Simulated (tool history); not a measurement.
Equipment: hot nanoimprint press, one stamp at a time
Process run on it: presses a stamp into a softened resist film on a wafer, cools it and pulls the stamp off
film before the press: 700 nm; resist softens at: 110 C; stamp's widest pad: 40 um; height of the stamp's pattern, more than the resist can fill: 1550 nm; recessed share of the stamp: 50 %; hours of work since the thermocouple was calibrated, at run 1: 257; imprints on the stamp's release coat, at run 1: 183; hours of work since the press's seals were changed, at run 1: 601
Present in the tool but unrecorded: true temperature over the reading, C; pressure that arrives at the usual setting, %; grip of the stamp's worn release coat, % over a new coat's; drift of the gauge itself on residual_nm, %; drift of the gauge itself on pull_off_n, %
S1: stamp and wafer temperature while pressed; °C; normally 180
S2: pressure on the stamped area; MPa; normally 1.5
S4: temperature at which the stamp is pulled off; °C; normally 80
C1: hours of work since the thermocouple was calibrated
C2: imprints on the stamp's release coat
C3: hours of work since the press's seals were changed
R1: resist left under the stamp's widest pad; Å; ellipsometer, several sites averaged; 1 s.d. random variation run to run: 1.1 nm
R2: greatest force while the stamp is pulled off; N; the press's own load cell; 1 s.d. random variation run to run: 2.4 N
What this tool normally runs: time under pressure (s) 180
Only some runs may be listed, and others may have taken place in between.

Run 1, day 0: usual settings; C1 257; C2 183; C3 601. Result: R1 2547 Å, R2 109 N.
At day 0.362: plate thermocouple calibrated.
Run 2, day 1.129: usual settings; C1 13; C2 316; C3 618. Result: R1 2555 Å, R2 113 N.
Run 3, day 1.721: usual settings but time under pressure (s) 207; C1 23; C2 394; C3 628. Result: R1 2406 Å, R2 120 N.
Run 4, day 2.267: usual settings but time under pressure (s) 207; C1 32; C2 466; C3 638. Result: R1 2411 Å, R2 127 N.
Run 5, day 3.242: usual settings but time under pressure (s) 207; C1 49; C2 595; C3 654. Result: R1 2394 Å, R2 125 N.
At day 3.729: stamp cleaned and given a new release coat.
Run 6, day 4.475: usual settings but time under pressure (s) 207; C1 66; C2 98; C3 671. Result: R1 2395 Å, R2 106 N.
Run 7, day 5.125: usual settings but time under pressure (s) 207; C1 77; C2 184; C3 682. Result: R1 2411 Å, R2 113 N.
Run 8, day 5.838: usual settings but time under pressure (s) 207; C1 89; C2 278; C3 694. Result: R1 2383 Å, R2 120 N.
Run 9, day 6.904: usual settings but time under pressure (s) 207; C1 107; C2 419; C3 712. Result: R1 2383 Å, R2 121 N.
Run 10, day 7.333: usual settings but S1 175 °C, time under pressure (s) 301, S4 66 °C; C1 115; C2 476; C3 720. Result: R1 2499 Å, R2 160 N.
Run 11, day 7.812: usual settings but S1 175 °C, time under pressure (s) 301, S4 66 °C; C1 123; C2 540; C3 728. Result: R1 2506 Å, R2 162 N.

For each entry between runs, how does the tool's hidden state at the last listed run before it compare with that at the first listed run after it?
Run 1 -> run 2: plate thermocouple calibrated (day 0.362)
  true temperature over the reading, C: 0.44 -> 0.25; pressure that arrives at the usual setting, %: 97.75 -> 97.68; grip of the stamp's worn release coat, % over a new coat's: 5.2 -> 8.9
  the result without the hidden state subtracted from the measured one, R1: -15 -> +4 Å; R2: +4 -> +8 N
Run 5 -> run 6: stamp cleaned and given a new release coat (day 3.729)
  true temperature over the reading, C: 0.32 -> 0.35; pressure that arrives at the usual setting, %: 97.52 -> 97.45; grip of the stamp's worn release coat, % over a new coat's: 17 -> 2.8
  the result without the hidden state subtracted from the measured one, R1: -1 -> -3 Å; R2: +17 -> +2 N
